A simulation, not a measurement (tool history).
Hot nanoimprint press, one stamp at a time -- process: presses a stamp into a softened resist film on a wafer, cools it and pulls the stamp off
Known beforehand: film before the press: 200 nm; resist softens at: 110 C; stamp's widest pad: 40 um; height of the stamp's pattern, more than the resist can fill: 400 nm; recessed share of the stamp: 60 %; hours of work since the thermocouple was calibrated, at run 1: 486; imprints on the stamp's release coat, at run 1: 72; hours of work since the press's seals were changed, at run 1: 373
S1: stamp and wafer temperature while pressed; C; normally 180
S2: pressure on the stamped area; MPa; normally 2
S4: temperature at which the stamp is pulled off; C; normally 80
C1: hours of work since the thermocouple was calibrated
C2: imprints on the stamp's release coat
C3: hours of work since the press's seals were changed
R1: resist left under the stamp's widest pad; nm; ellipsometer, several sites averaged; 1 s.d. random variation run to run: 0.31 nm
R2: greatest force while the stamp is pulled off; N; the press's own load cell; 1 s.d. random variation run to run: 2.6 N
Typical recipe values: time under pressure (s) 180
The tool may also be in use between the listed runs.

{"run": 1, "hour": 0.0, "S1": 180, "S2": 2, "time under pressure (s)": 180, "S4": 80, "C1": 486, "C2": 72, "C3": 373, "R1": 80.6, "R2": 132}
{"hour": 9.9, "done": "plate thermocouple calibrated"}
{"run": 2, "hour": 13.7, "S1": 180, "S2": 2.11, "time under pressure (s)": 180, "S4": 80, "C1": 2, "C2": 108, "C3": 379, "R1": 83.1, "R2": 134}
{"run": 3, "hour": 24.8, "S1": 180, "S2": 2.05, "time under pressure (s)": 180, "S4": 80, "C1": 9, "C2": 146, "C3": 386, "R1": 83.7, "R2": 140}
{"run": 4, "hour": 34.7, "S1": 180, "S2": 2, "time under pressure (s)": 180, "S4": 80, "C1": 15, "C2": 180, "C3": 392, "R1": 85.4, "R2": 138}
{"run": 5, "hour": 45.7, "S1": 186, "S2": 2, "time under pressure (s)": 180, "S4": 80, "C1": 22, "C2": 218, "C3": 399, "R1": 63, "R2": 140}
{"run": 6, "hour": 54.1, "S1": 180, "S2": 2, "time under pressure (s)": 180, "S4": 80, "C1": 27, "C2": 247, "C3": 404, "R1": 84.9, "R2": 142}
{"run": 7, "hour": 70.5, "S1": 180, "S2": 2, "time under pressure (s)": 174, "S4": 80, "C1": 37, "C2": 303, "C3": 414, "R1": 86.1, "R2": 143}
{"run": 8, "hour": 81.2, "S1": 180, "S2": 2, "time under pressure (s)": 174, "S4": 80, "C1": 44, "C2": 339, "C3": 421, "R1": 85.9, "R2": 144}
{"run": 9, "hour": 92.2, "S1": 180, "S2": 2, "time under pressure (s)": 174, "S4": 80, "C1": 51, "C2": 377, "C3": 428, "R1": 86, "R2": 147}
{"run": 10, "hour": 105.8, "S1": 180, "S2": 2, "time under pressure (s)": 174, "S4": 80, "C1": 59, "C2": 424, "C3": 436, "R1": 85.8, "R2": 146}
{"run": 11, "hour": 114.0, "S1": 184, "S2": 2, "time under pressure (s)": 180, "S4": 80, "C1": 64, "C2": 452, "C3": 441, "R1": 68.9, "R2": 148}
{"run": 12, "hour": 128.0, "S1": 184, "S2": 2, "time under pressure (s)": 180, "S4": 80, "C1": 73, "C2": 500, "C3": 450, "R1": 69.2, "R2": 154}
{"run": 13, "hour": 138.2, "S1": 180, "S2": 2, "time under pressure (s)": 180, "S4": 80, "C1": 79, "C2": 535, "C3": 456, "R1": 84.3, "R2": 149}
{"run": 14, "hour": 147.1, "S1": 192, "S2": 2, "time under pressure (s)": 180, "S4": 80, "C1": 85, "C2": 566, "C3": 462, "R1": 47, "R2": 154}
{"run": 15, "hour": 155.8, "S1": 192, "S2": 2, "time under pressure (s)": 180, "S4": 69, "C1": 90, "C2": 595, "C3": 467, "R1": 46.6, "R2": 171}
{"run": 16, "hour": 165.6, "S1": 192, "S2": 2, "time under pressure (s)": 180, "S4": 69, "C1": 96, "C2": 629, "C3": 473, "R1": 46.8, "R2": 170}
{"run": 17, "hour": 173.4, "S1": 192, "S2": 2, "time under pressure (s)": 180, "S4": 69, "C1": 101, "C2": 656, "C3": 478, "R1": 47, "R2": 171}
{"run": 18, "hour": 186.1, "S1": 186, "S2": 1.22, "time under pressure (s)": 249, "S4": 69, "C1": 109, "C2": 699, "C3": 486, "R1": 69.6, "R2": 173}
{"run": 19, "hour": 199.4, "S1": 179, "S2": 2, "time under pressure (s)": 180, "S4": 69, "C1": 117, "C2": 745, "C3": 494, "R1": 88.7, "R2": 173}
{"hour": 213.3, "done": "stamp cleaned and given a new release coat"}
{"run": 20, "hour": 220.4, "S1": 179, "S2": 2, "time under pressure (s)": 180, "S4": 69, "C1": 126, "C2": 24, "C3": 503, "R1": 89.1, "R2": 152}
{"run": 21, "hour": 228.3, "S1": 179, "S2": 2, "time under pressure (s)": 332, "S4": 77, "C1": 131, "C2": 51, "C3": 508, "R1": 69.6, "R2": 136}
{"run": 22, "hour": 241.9, "S1": 174, "S2": 2, "time under pressure (s)": 166, "S4": 80, "C1": 140, "C2": 98, "C3": 517, "R1": 114.8, "R2": 139}
{"run": 23, "hour": 252.6, "S1": 181, "S2": 2, "time under pressure (s)": 249, "S4": 80, "C1": 146, "C2": 135, "C3": 523, "R1": 70.1, "R2": 140}
{"run": 24, "hour": 263.2, "S1": 181, "S2": 2, "time under pressure (s)": 249, "S4": 80, "C1": 153, "C2": 171, "C3": 530, "R1": 70, "R2": 139}
{"run": 25, "hour": 279.0, "S1": 176, "S2": 2, "time under pressure (s)": 97, "S4": 65, "C1": 163, "C2": 225, "C3": 540, "R1": 125.5, "R2": 165}
{"run": 26, "hour": 293.6, "S1": 176, "S2": 2.81, "time under pressure (s)": 97, "S4": 87, "C1": 172, "C2": 275, "C3": 549, "R1": 110.4, "R2": 130}
{"run": 27, "hour": 309.4, "S1": 190, "S2": 2, "time under pressure (s)": 180, "S4": 83, "C1": 181, "C2": 329, "C3": 558, "R1": 51.3, "R2": 137}
{"run": 28, "hour": 321.6, "S1": 190, "S2": 2, "time under pressure (s)": 180, "S4": 83, "C1": 189, "C2": 371, "C3": 566, "R1": 50.6, "R2": 136}
{"run": 29, "hour": 337.8, "S1": 190, "S2": 1.24, "time under pressure (s)": 93, "S4": 83, "C1": 199, "C2": 427, "C3": 576, "R1": 85.1, "R2": 137}
{"run": 30, "hour": 349.4, "S1": 173, "S2": 1.96, "time under pressure (s)": 243, "S4": 78, "C1": 206, "C2": 466, "C3": 583, "R1": 106.5, "R2": 148}

Forecast each of these 4 alternatives for the next run:
{"run": "A", "hour": 364.6, "S1": 188, "S2": 1.96, "time under pressure (s)": 243, "S4": 81, "C1": 215, "C2": 518, "C3": 592, "R1": "?", "R2": "?"}
{"run": "B", "hour": 364.6, "S1": 186, "S2": 2.06, "time under pressure (s)": 180, "S4": 78, "C1": 215, "C2": 518, "C3": 592, "R1": "?", "R2": "?"}
{"run": "C", "hour": 364.6, "S1": 180, "S2": 1.95, "time under pressure (s)": 206, "S4": 79, "C1": 215, "C2": 518, "C3": 592, "R1": "?", "R2": "?"}
{"run": "D", "hour": 364.6, "S1": 181, "S2": 1.96, "time under pressure (s)": 243, "S4": 65, "C1": 215, "C2": 518, "C3": 592, "R1": "?", "R2": "?"}

run=A R1=49.9 R2=146
run=B R1=61.4 R2=153
run=C R1=80.3 R2=147
run=D R1=70.9 R2=168
What these runs would have given with no unlogged condition in the tool:
run=A R1=50.1 R2=130
run=B R1=61.6 R2=136
run=C R1=80.7 R2=130
run=D R1=71.3 R2=148
